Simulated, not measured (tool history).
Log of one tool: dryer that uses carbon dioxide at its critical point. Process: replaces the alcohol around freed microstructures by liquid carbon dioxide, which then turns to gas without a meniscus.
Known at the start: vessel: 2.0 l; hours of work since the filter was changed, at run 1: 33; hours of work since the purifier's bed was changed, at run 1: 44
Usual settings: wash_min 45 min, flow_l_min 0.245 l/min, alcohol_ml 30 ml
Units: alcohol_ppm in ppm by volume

run,hour,wash_min,flow_l_min,alcohol_ml,hours of work since the filter was changed,hours of work since the purifier's bed was changed,alcohol_ppm
1,0.0,45,0.245,30,33,44,131
2,9.6,45,0.245,30,39,50,136
3,17.0,45,0.245,30,44,54,139
4,25.4,45,0.245,30,49,60,142
5,36.2,45,0.245,30,56,66,130
6,43.4,45,0.245,30,60,71,132
7,49.7,45,0.245,30,64,75,124
8,56.3,45,0.245,30,68,79,140
9,65.1,45,0.245,30,74,84,140
10,73.4,45,0.245,30,79,89,156
11,80.0,45,0.245,30,83,94,142
12,90.5,45,0.245,30,90,100,137
13,101.5,45,0.245,33,96,107,159
14,111.9,45,0.271,33,103,113,103
15,119.8,33,0.188,30,108,118,1106
16,128.1,33,0.188,30,113,123,1121
17,137.8,33,0.188,30,119,129,1101
18,148.3,64,0.189,30,125,136,113
19,157.3,50,0.253,30,131,141,82
20,166.0,29,0.207,56,136,147,2217
21,170.7,44,0.245,25,139,150,147
22,181.4,45,0.181,34,146,156,594
23,191.6,58,0.175,28,152,163,217
24,197.8,44,0.201,30,156,167,399
25,208.6,44,0.201,30,163,173,375
26,216.9,44,0.201,30,168,178,386

3 ways to go on from here, each from the tool as it stands after run 26. What would each give?
A,227.9,65,0.245,30,175,185,?
B,227.9,45,0.156,30,175,185,?
C,227.9,56,0.311,69,175,185,?

run,alcohol_ppm
A,41
B,831
C,38
Without the tool's hidden state the same runs would have given:
run,alcohol_ppm
A,20
B,726
C,16

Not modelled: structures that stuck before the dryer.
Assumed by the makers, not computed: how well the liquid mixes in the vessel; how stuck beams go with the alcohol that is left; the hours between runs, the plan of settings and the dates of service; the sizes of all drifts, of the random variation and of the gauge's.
